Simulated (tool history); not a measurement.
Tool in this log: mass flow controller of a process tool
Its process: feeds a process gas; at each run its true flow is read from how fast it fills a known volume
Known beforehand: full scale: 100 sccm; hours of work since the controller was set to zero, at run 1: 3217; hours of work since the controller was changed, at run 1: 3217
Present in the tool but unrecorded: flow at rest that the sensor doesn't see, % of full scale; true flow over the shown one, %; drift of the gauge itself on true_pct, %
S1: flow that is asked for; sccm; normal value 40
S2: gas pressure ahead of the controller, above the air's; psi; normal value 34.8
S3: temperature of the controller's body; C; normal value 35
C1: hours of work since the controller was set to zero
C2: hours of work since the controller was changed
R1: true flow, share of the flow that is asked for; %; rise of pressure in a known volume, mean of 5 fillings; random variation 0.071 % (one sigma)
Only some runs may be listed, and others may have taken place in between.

Run 1, hour 0.0: usual settings; C1 3217; C2 3217. Result: R1 100.77 %.
Run 2, hour 220.9: usual settings but S1 92 sccm; C1 3289; C2 3289. Result: R1 101.11 %.
Run 3, hour 759.1: usual settings but S1 22 sccm; C1 3466; C2 3466. Result: R1 100.70 %.
Run 4, hour 1087.1: usual settings but S3 34 C; C1 3574; C2 3574. Result: R1 100.76 %.
Run 5, hour 1482.5: usual settings but S3 34 C; C1 3704; C2 3704. Result: R1 100.92 %.
Run 6, hour 1904.6: usual settings but S3 24 C; C1 3843; C2 3843. Result: R1 100.26 %.
Run 7, hour 2151.4: usual settings but S3 21 C; C1 3925; C2 3925. Result: R1 99.95 %.
Run 8, hour 2673.5: usual settings; C1 4097; C2 4097. Result: R1 101.27 %.
Run 9, hour 2924.6: usual settings; C1 4179; C2 4179. Result: R1 101.31 %.
Run 10, hour 3363.0: usual settings; C1 4323; C2 4323. Result: R1 101.48 %.
Run 11, hour 3840.5: usual settings; C1 4481; C2 4481. Result: R1 101.57 %.
Run 12, hour 4093.0: usual settings; C1 4564; C2 4564. Result: R1 101.70 %.
Run 13, hour 4558.6: usual settings; C1 4717; C2 4717. Result: R1 101.87 %.
Run 14, hour 4904.8: usual settings; C1 4831; C2 4831. Result: R1 101.74 %.
Run 15, hour 5145.1: usual settings but S3 29 C; C1 4910; C2 4910. Result: R1 101.47 %.
Run 16, hour 5457.4: usual settings; C1 5013; C2 5013. Result: R1 101.94 %.
Run 17, hour 5764.2: usual settings; C1 5114; C2 5114. Result: R1 102.12 %.
Run 18, hour 6027.2: usual settings; C1 5200; C2 5200. Result: R1 102.10 %.
Run 19, hour 6430.1: usual settings but S1 37 sccm, S3 21 C; C1 5333; C2 5333. Result: R1 101.05 %.
At hour 6481.1: controller's zero set anew.
Run 20, hour 6938.3: usual settings but S1 90 sccm, S3 36 C; C1 150; C2 5500. Result: R1 102.79 %.
Run 21, hour 7405.2: usual settings but S1 37 sccm, S3 24 C; C1 304; C2 5654. Result: R1 101.58 %.
Run 22, hour 7946.8: usual settings but S1 37 sccm, S3 24 C; C1 482; C2 5832. Result: R1 101.66 %.
At hour 8017.6: gauge calibrated.
Run 23, hour 8315.9: usual settings but S1 37 sccm, S3 24 C; C1 604; C2 5954. Result: R1 99.88 %.
Run 24, hour 8734.6: usual settings but S1 12 sccm, S3 39 C; C1 742; C2 6091. Result: R1 100.93 %.
Run 25, hour 9009.7: usual settings but S1 14 sccm, S3 31 C; C1 832; C2 6182. Result: R1 100.42 %.
Run 26, hour 9540.0: usual settings but S2 21.3 psi, S3 26 C; C1 1007; C2 6356. Result: R1 99.51 %.
Run 27, hour 10046.2: usual settings but S1 20 sccm, S2 31.5 psi; C1 1173; C2 6523. Result: R1 100.90 %.
Run 28, hour 10522.0: usual settings but S1 20 sccm, S2 31.5 psi; C1 1330; C2 6680. Result: R1 101.05 %.
Run 29, hour 10754.1: usual settings but S2 26.8 psi, S3 32 C; C1 1406; C2 6756. Result: R1 100.63 %.
Run 30, hour 11224.8: usual settings but S1 14 sccm, S2 24.7 psi, S3 23 C; C1 1561; C2 6911. Result: R1 99.87 %.
Run 31, hour 11532.7: usual settings but S1 14 sccm, S2 24.7 psi, S3 23 C; C1 1663; C2 7012. Result: R1 100.04 %.
Run 32, hour 11963.5: usual settings but S1 14 sccm, S2 24.7 psi, S3 23 C; C1 1805; C2 7154. Result: R1 99.94 %.
Run 33, hour 12235.1: usual settings but S1 14 sccm; C1 1894; C2 7244. Result: R1 101.25 %.
At hour 12418.9: gauge calibrated.
Run 34, hour 12461.0: usual settings but S1 58 sccm; C1 1968; C2 7318. Result: R1 100.77 %.
Run 35, hour 12718.0: usual settings but S1 56 sccm, S2 28.4 psi, S3 21 C; C1 2053; C2 7403. Result: R1 99.43 %.
Run 36, hour 13167.6: usual settings but S1 14 sccm, S2 30.0 psi, S3 30 C; C1 2201; C2 7550. Result: R1 99.85 %.

Consider 5 possible next runs. They are alternatives, not a sequence: every one starts from the tool as it was left by run 36. What does each give?
Run A, hour 13433.0: usual settings but S1 59 sccm, S2 30.0 psi, S3 20 C; C1 2288; C2 7638. Result: R1 ?.
Run B, hour 13433.0: usual settings but S1 32 sccm, S2 26.4 psi, S3 28 C; C1 2288; C2 7638. Result: R1 ?.
Run C, hour 13433.0: usual settings but S1 61 sccm, S2 25.4 psi, S3 30 C; C1 2288; C2 7638. Result: R1 ?.
Run D, hour 13433.0: usual settings but S1 31 sccm, S2 33.6 psi, S3 39 C; C1 2288; C2 7638. Result: R1 ?.
Run E, hour 13433.0: usual settings but S2 36.7 psi; C1 2288; C2 7638. Result: R1 ?.

run      R1
  A   99.45
  B   99.85
  C  100.27
  D  101.19
  E  100.93
The same runs, with their run-to-run variation unchanged, on a tool lacking any hidden condition would have given:
run      R1
  A   99.19
  B   99.59
  C  100.00
  D  100.92
  E  100.66
